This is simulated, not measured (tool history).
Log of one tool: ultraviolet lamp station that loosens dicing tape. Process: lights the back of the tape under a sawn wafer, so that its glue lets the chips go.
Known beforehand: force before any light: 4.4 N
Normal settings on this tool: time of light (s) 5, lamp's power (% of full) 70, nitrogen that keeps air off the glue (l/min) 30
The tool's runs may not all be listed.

| run | hour | time of light (s) | lamp's power (% of full) | nitrogen that keeps air off the glue (l/min) | force that peels the tape off (N) | light that reached the tape (J/m2) |
|---|---|---|---|---|---|---|
| 1 | 0 | 5 | 70 | 30 | 0.528 | 3510 |
| 2 | 43.1 | 5 | 70 | 30 | 0.531 | 3470 |
| 3 | 65.8 | 5 | 70 | 30 | 0.519 | 3410 |
| 4 | 96.7 | 5 | 70 | 30 | 0.548 | 3380 |
| 5 | 133.2 | 5 | 70 | 30 | 0.559 | 3400 |
| 6 | 160.2 | 5 | 70 | 30 | 0.543 | 3370 |
| 7 | 199.7 | 3 | 70 | 30 | 1.211 | 2010 |
| 8 | 233.1 | 3 | 70 | 30 | 1.181 | 2050 |
| 9 | 261.5 | 3 | 70 | 30 | 1.194 | 1960 |
| 10 | 303.9 | 3 | 99 | 22 | 0.852 | 2760 |
| 11 | 336.8 | 4 | 100 | 11 | 0.842 | 3680 |
|  | 339.6 | window cleaned of glue's vapour |
| 12 | 364.1 | 5 | 93 | 34 | 0.355 | 4240 |
| 13 | 407.6 | 3 | 80 | 10 | 1.666 | 2150 |
| 14 | 459.6 | 10 | 70 | 15 | 0.305 | 6140 |
| 15 | 498.2 | 5 | 100 | 48 | 0.299 | 4400 |
|  | 501.8 | window cleaned of glue's vapour, once more |
| 16 | 535.3 | 5 | 100 | 48 | 0.247 | 4840 |
| 17 | 582.3 | 5 | 69 | 28 | 0.573 | 3380 |

Alternative continuations, all from the tool just after run 17; predict every row:
| A | 634.6 | 5 | 80 | 30 | ? | ? |
| B | 634.6 | 8 | 87 | 28 | ? | ? |
| C | 634.6 | 5 | 70 | 27 | ? | ? |
| D | 634.6 | 3 | 98 | 30 | ? | ? |
| E | 634.6 | 2 | 66 | 20 | ? | ? |

| run | force that peels the tape off (N) | light that reached the tape (J/m2) |
|---|---|---|
| A | 0.444 | 3870 |
| B | 0.207 | 6660 |
| C | 0.575 | 3360 |
| D | 0.731 | 2810 |
| E | 2.077 | 1310 |
Take away the tool's hidden state, keep each run's random variation, and the runs would have read:
| run | force that peels the tape off (N) | light that reached the tape (J/m2) |
|---|---|---|
| A | 0.287 | 5040 |
| B | 0.177 | 8690 |
| C | 0.366 | 4390 |
| D | 0.471 | 3670 |
| E | 1.67 | 1700 |
